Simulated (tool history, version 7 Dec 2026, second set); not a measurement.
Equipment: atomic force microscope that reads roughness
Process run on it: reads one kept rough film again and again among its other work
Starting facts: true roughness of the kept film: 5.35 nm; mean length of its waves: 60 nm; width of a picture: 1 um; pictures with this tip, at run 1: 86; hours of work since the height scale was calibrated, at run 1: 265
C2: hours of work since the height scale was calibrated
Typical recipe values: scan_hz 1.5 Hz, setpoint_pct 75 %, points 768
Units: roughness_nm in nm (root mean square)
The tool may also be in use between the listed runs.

Run 1, day 0: usual settings; pictures with this tip 86; C2 265. Result: roughness_nm 4.63 nm (root mean square).
Run 2, day 0.571: usual settings but setpoint_pct 55 %; pictures with this tip 102; C2 271. Result: roughness_nm 4.975 nm (root mean square).
At day 1.025: new tip fitted.
Run 3, day 1.833: usual settings but setpoint_pct 55 %; pictures with this tip 22; C2 283. Result: roughness_nm 4.952 nm (root mean square).
Run 4, day 2.867: usual settings but setpoint_pct 59 %; pictures with this tip 51; C2 293. Result: roughness_nm 4.898 nm (root mean square).
Run 5, day 3.533: usual settings but points 518; pictures with this tip 70; C2 300. Result: roughness_nm 4.607 nm (root mean square).
Run 6, day 4.088: usual settings but setpoint_pct 58 %; pictures with this tip 86; C2 305. Result: roughness_nm 4.959 nm (root mean square).
At day 5.096: new tip fitted.
Run 7, day 5.329: usual settings but points 295; pictures with this tip 7; C2 317. Result: roughness_nm 4.579 nm (root mean square).
Run 8, day 6.579: usual settings but scan_hz 2.11 Hz, setpoint_pct 69 %, points 805; pictures with this tip 42; C2 330. Result: roughness_nm 4.615 nm (root mean square).
Run 9, day 7.546: usual settings but points 665; pictures with this tip 69; C2 339. Result: roughness_nm 4.577 nm (root mean square).
Run 10, day 8.296: usual settings but scan_hz 2.64 Hz, setpoint_pct 76 %, points 788; pictures with this tip 90; C2 346. Result: roughness_nm 4.222 nm (root mean square).

Consider 5 possible next runs. They are alternatives, not a sequence: every one starts from the tool as it was left by run 10. What does each give?
At day 9.133: new tip fitted.
Run A, day 9.183: usual settings but scan_hz 0.59 Hz, setpoint_pct 76 %, points 276; pictures with this tip 2; C2 355. Result: roughness_nm ?.
At day 9.133: new tip fitted.
Run B, day 9.183: usual settings but scan_hz 2.64 Hz, setpoint_pct 76 %, points 289; pictures with this tip 2; C2 355. Result: roughness_nm ?.
At day 9.133: new tip fitted.
Run C, day 9.183: usual settings but scan_hz 2.1 Hz, setpoint_pct 79 %, points 788; pictures with this tip 2; C2 355. Result: roughness_nm ?.
At day 9.133: new tip fitted.
Run D, day 9.183: usual settings but scan_hz 1.88 Hz, setpoint_pct 82 %; pictures with this tip 2; C2 355. Result: roughness_nm ?.
At day 9.133: new tip fitted.
Run E, day 9.183: usual settings but scan_hz 0.7 Hz, setpoint_pct 77 %, points 675; pictures with this tip 2; C2 355. Result: roughness_nm ?.

run  roughness_nm
  A         4.901
  B         4.205
  C         4.286
  D         4.271
  E         4.846
Stripped of hidden state, with their random variation kept, the same runs would have yielded:
run  roughness_nm
  A         4.902
  B         4.206
  C         4.287
  D         4.272
  E         4.846

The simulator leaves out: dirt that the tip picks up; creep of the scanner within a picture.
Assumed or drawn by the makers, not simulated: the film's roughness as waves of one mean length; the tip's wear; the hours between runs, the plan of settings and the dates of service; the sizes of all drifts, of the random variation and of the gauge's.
